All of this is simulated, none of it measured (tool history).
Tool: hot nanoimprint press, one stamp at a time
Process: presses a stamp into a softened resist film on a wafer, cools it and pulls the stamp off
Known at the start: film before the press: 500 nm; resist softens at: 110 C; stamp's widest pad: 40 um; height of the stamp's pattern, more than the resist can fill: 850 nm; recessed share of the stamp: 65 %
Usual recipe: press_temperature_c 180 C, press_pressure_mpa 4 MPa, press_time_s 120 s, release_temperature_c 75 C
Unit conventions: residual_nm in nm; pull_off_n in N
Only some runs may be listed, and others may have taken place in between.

run	hour	press_temperature_c	press_pressure_mpa	press_time_s	release_temperature_c	residual_nm	pull_off_n
1	0	180	4	120	75	281.6	240
2	7.7	180	4	120	75	280.5	244
3	22.1	180	3.01	120	75	309.4	248
4	30.8	180	3.01	120	75	310.3	245
5	43	180	3.01	120	75	310.1	257
6	51.3	180	3.01	120	75	310.1	250
7	58.8	180	4	120	75	280.4	264
8	65.6	180	4	120	75	280.4	256
9	72.2	180	4	120	75	281.1	259
10	83.9	180	4	120	75	280.1	257
11	92.5	180	4	120	75	280.3	265
12	100.8	180	4	120	75	280.8	261
13	115.3	180	4	120	75	280.2	266
# hour 119.4: plate thermocouple calibrated
14	133	180	4	82	75	312.7	268
15	145.4	180	4	120	75	277.7	277
16	151.7	180	4	120	75	276.9	268
17	160.6	180	4	120	75	276.7	273
18	170.6	171	2.56	94	72	414.8	286
# hour 179.9: plate thermocouple calibrated, once more
19	184.1	177	5.7	130	82	276.1	257
20	190.6	178	4	120	75	308.4	274
21	203.7	178	6.38	235	75	203.5	287
22	217.2	188	4.97	123	67	201.3	323
23	231.5	188	5.14	123	67	198.2	313
24	245.8	180	5.86	66	75	305.9	282
25	260.8	180	5.86	66	75	308	283
26	270.7	180	3.04	104	80	330.5	258
27	283.3	184	4	120	67	254.7	325
28	293.7	170	4.22	120	74	377	295
29	302.6	183	4.22	61	69	320.1	322
30	312.2	177	4	120	79	317.1	280

Some steps in residual_nm, run to run, broken into two amounts with sign: the step expected even without the hidden condition (settings, incoming material, random variation), and the rest, left for the hidden condition together with whatever gauge scatter is not in both the measured and the hidden-condition-free result:
The tool's hidden condition here consists of: true temperature over the reading, C; pressure that arrives at the usual setting, %; grip of the stamp's worn release coat, % over a new coat's; drift of the gauge itself on residual_nm, %; drift of the gauge itself on pull_off_n, %.
Run 13 -> 14: press_time_s 120 -> 82, plate thermocouple calibrated. residual_nm +32.5 nm: hidden state -2.7, all else +35.2.
Run 17 -> 18: press_temperature_c 180 -> 171, press_pressure_mpa 4 -> 2.56, press_time_s 120 -> 94, release_temperature_c 75 -> 72. residual_nm +138.1 nm: hidden state +1.4, all else +136.7.
Run 18 -> 19: press_temperature_c 171 -> 177, press_pressure_mpa 2.56 -> 5.7, press_time_s 94 -> 130, release_temperature_c 72 -> 82, plate thermocouple calibrated, once more. residual_nm -138.7 nm: hidden state +13.8, all else -152.5.
Run 25 -> 26: press_pressure_mpa 5.86 -> 3.04, press_time_s 66 -> 104, release_temperature_c 75 -> 80. residual_nm +22.5 nm: hidden state -2.5, all else +25.
Run 27 -> 28: press_temperature_c 184 -> 170, press_pressure_mpa 4 -> 4.22, release_temperature_c 67 -> 74. residual_nm +122.3 nm: hidden state -0.5, all else +122.8.
